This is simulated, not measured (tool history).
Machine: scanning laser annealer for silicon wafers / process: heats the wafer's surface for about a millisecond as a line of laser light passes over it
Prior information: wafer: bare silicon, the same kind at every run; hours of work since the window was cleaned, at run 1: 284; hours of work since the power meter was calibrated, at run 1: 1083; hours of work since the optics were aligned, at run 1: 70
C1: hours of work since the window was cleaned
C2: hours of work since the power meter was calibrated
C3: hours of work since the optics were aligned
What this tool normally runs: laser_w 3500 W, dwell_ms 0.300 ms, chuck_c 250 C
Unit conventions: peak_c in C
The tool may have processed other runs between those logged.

{"run": 1, "hour": 0.0, "laser_w": 3500, "dwell_ms": 0.3, "chuck_c": 250, "C1": 284, "C2": 1083, "C3": 70, "peak_c": 965}
{"run": 2, "hour": 28.0, "laser_w": 3500, "dwell_ms": 0.3, "chuck_c": 250, "C1": 306, "C2": 1105, "C3": 93, "peak_c": 965}
{"run": 3, "hour": 61.7, "laser_w": 3500, "dwell_ms": 0.286, "chuck_c": 250, "C1": 333, "C2": 1132, "C3": 120, "peak_c": 945}
{"run": 4, "hour": 80.3, "laser_w": 3447, "dwell_ms": 0.3, "chuck_c": 250, "C1": 348, "C2": 1147, "C3": 134, "peak_c": 947}
{"run": 5, "hour": 109.4, "laser_w": 3447, "dwell_ms": 0.3, "chuck_c": 250, "C1": 371, "C2": 1170, "C3": 157, "peak_c": 948}
{"hour": 113.0, "done": "window over the wafer cleaned"}
{"run": 6, "hour": 147.8, "laser_w": 3447, "dwell_ms": 0.3, "chuck_c": 250, "C1": 28, "C2": 1199, "C3": 186, "peak_c": 967}
{"run": 7, "hour": 175.7, "laser_w": 3447, "dwell_ms": 0.3, "chuck_c": 250, "C1": 50, "C2": 1221, "C3": 209, "peak_c": 966}
{"run": 8, "hour": 198.6, "laser_w": 3447, "dwell_ms": 0.3, "chuck_c": 250, "C1": 68, "C2": 1239, "C3": 227, "peak_c": 964}
{"run": 9, "hour": 217.7, "laser_w": 3500, "dwell_ms": 0.328, "chuck_c": 271, "C1": 83, "C2": 1254, "C3": 242, "peak_c": 1038}
{"hour": 224.5, "done": "optics aligned, line set to its width"}
{"run": 10, "hour": 241.0, "laser_w": 3197, "dwell_ms": 0.272, "chuck_c": 279, "C1": 98, "C2": 1269, "C3": 13, "peak_c": 892}
{"run": 11, "hour": 264.4, "laser_w": 3197, "dwell_ms": 0.272, "chuck_c": 279, "C1": 116, "C2": 1287, "C3": 32, "peak_c": 888}
{"run": 12, "hour": 283.3, "laser_w": 3420, "dwell_ms": 0.272, "chuck_c": 239, "C1": 131, "C2": 1302, "C3": 47, "peak_c": 903}
{"run": 13, "hour": 301.3, "laser_w": 3199, "dwell_ms": 0.222, "chuck_c": 250, "C1": 146, "C2": 1317, "C3": 61, "peak_c": 796}
{"run": 14, "hour": 323.9, "laser_w": 3470, "dwell_ms": 0.222, "chuck_c": 250, "C1": 164, "C2": 1335, "C3": 79, "peak_c": 856}

For some of the steps in peak_c from one run to the next: how much would appear even if the tool had no hidden state, given the settings, what came in and random variation, and how much remains for the hidden state plus any gauge scatter that the measured result and the result without hidden state don't share?
The hidden state here: light that passes the window, % of a clean one's; laser's true power over the reading, %; width of the line over the set one, %; drift of the gauge itself on peak_c, C.
Run 5 -> 6: window over the wafer cleaned. peak_c +19 C: hidden state +21, all else -2.
Run 9 -> 10: laser_w 3500 -> 3197, dwell_ms 0.328 -> 0.272, chuck_c 271 -> 279, optics aligned, line set to its width. peak_c -146 C: hidden state +1, all else -147.
